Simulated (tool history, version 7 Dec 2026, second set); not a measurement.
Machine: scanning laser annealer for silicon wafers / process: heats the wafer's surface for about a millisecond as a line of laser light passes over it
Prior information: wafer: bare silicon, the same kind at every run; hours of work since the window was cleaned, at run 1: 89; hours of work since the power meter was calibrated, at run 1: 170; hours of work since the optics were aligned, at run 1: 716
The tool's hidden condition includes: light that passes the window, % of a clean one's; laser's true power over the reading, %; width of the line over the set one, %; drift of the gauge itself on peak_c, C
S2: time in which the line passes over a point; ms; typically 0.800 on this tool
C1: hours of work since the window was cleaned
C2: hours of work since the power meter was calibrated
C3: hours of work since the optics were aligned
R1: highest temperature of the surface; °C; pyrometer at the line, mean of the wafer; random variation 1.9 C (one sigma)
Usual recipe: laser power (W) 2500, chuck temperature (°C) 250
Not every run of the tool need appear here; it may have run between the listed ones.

Run 1, hour 0.0: usual settings; C1 89; C2 170; C3 716. Result: R1 1058 °C.
Run 2, hour 6.5: usual settings; C1 93; C2 174; C3 720. Result: R1 1060 °C.
Run 3, hour 11.7: usual settings; C1 96; C2 177; C3 723. Result: R1 1052 °C.
Run 4, hour 19.6: usual settings but laser power (W) 2666; C1 100; C2 181; C3 728. Result: R1 1118 °C.
Run 5, hour 24.3: usual settings; C1 103; C2 184; C3 730. Result: R1 1053 °C.
Run 6, hour 31.4: usual settings; C1 107; C2 188; C3 734. Result: R1 1056 °C.
Run 7, hour 36.4: usual settings; C1 110; C2 191; C3 737. Result: R1 1056 °C.
Run 8, hour 43.3: usual settings; C1 114; C2 195; C3 741. Result: R1 1056 °C.
Run 9, hour 53.3: usual settings; C1 120; C2 201; C3 747. Result: R1 1056 °C.
Run 10, hour 60.6: usual settings; C1 124; C2 205; C3 751. Result: R1 1054 °C.
Run 11, hour 68.6: usual settings; C1 129; C2 210; C3 756. Result: R1 1056 °C.
Run 12, hour 74.6: usual settings; C1 132; C2 213; C3 760. Result: R1 1054 °C.
Run 13, hour 81.3: usual settings; C1 136; C2 217; C3 763. Result: R1 1052 °C.
Run 14, hour 85.6: usual settings; C1 139; C2 220; C3 766. Result: R1 1052 °C.
Run 15, hour 95.7: usual settings; C1 145; C2 226; C3 772. Result: R1 1055 °C.
Run 16, hour 103.2: usual settings; C1 149; C2 230; C3 776. Result: R1 1051 °C.
Run 17, hour 112.6: usual settings but S2 0.746 ms; C1 155; C2 236; C3 782. Result: R1 1025 °C.
Run 18, hour 122.9: usual settings but laser power (W) 2625, S2 0.645 ms, chuck temperature (°C) 272; C1 161; C2 242; C3 788. Result: R1 1036 °C.
At hour 126.7: laser's power meter calibrated.
Run 19, hour 130.2: usual settings but laser power (W) 2625, S2 0.645 ms, chuck temperature (°C) 272; C1 163; C2 2; C3 790. Result: R1 1038 °C.
Run 20, hour 137.6: usual settings but laser power (W) 2482, S2 0.610 ms; C1 167; C2 6; C3 795. Result: R1 948 °C.
Run 21, hour 147.6: usual settings but laser power (W) 2482, S2 0.610 ms; C1 173; C2 12; C3 800. Result: R1 946 °C.
Run 22, hour 156.6: usual settings but laser power (W) 2301, S2 0.943 ms, chuck temperature (°C) 256; C1 178; C2 17; C3 806. Result: R1 1038 °C.
At hour 162.4: laser's power meter calibrated, once more.
Run 23, hour 168.7: usual settings but laser power (W) 2301, S2 0.943 ms, chuck temperature (°C) 256; C1 184; C2 4; C3 811. Result: R1 1035 °C.
Run 24, hour 176.7: usual settings but laser power (W) 2301, S2 0.943 ms, chuck temperature (°C) 261; C1 188; C2 8; C3 816. Result: R1 1041 °C.
Run 25, hour 184.6: usual settings but laser power (W) 2238, chuck temperature (°C) 243; C1 193; C2 13; C3 820. Result: R1 942 °C.
Run 26, hour 190.2: usual settings but laser power (W) 2238, S2 0.628 ms, chuck temperature (°C) 213; C1 196; C2 16; C3 823. Result: R1 837 °C.
Run 27, hour 194.4: usual settings but laser power (W) 2267, S2 0.796 ms, chuck temperature (°C) 213; C1 199; C2 19; C3 826. Result: R1 922 °C.
Run 28, hour 204.5: usual settings but laser power (W) 2607, S2 0.795 ms, chuck temperature (°C) 216; C1 205; C2 25; C3 832. Result: R1 1045 °C.
Run 29, hour 213.0: usual settings but laser power (W) 2364; C1 210; C2 29; C3 837. Result: R1 992 °C.
Run 30, hour 222.9: usual settings but S2 0.869 ms, chuck temperature (°C) 223; C1 215; C2 35; C3 843. Result: R1 1044 °C.
Run 31, hour 233.2: usual settings but laser power (W) 2592, S2 0.581 ms, chuck temperature (°C) 259; C1 221; C2 41; C3 849. Result: R1 967 °C.
Run 32, hour 243.6: usual settings but laser power (W) 2468, S2 0.910 ms; C1 227; C2 47; C3 855. Result: R1 1080 °C.

Here are 5 independent what-if runs from the current tool condition. What would each one return?
Run A, hour 247.8: usual settings but laser power (W) 2386, S2 0.825 ms; C1 230; C2 50; C3 857. Result: R1 ?.
Run B, hour 247.8: usual settings but laser power (W) 2155, S2 0.709 ms, chuck temperature (°C) 241; C1 230; C2 50; C3 857. Result: R1 ?.
Run C, hour 247.8: usual settings but S2 0.613 ms; C1 230; C2 50; C3 857. Result: R1 ?.
Run D, hour 247.8: usual settings but laser power (W) 2442, S2 0.840 ms, chuck temperature (°C) 217; C1 230; C2 50; C3 857. Result: R1 ?.
Run E, hour 247.8: usual settings but S2 0.706 ms, chuck temperature (°C) 287; C1 230; C2 50; C3 857. Result: R1 ?.

run    R1
  A  1004
  B   869
  C   946
  D  1005
  E  1032
With the hidden condition removed and each run's random variation left untouched, the same runs would have given:
run    R1
  A  1046
  B   903
  C   984
  D  1048
  E  1073
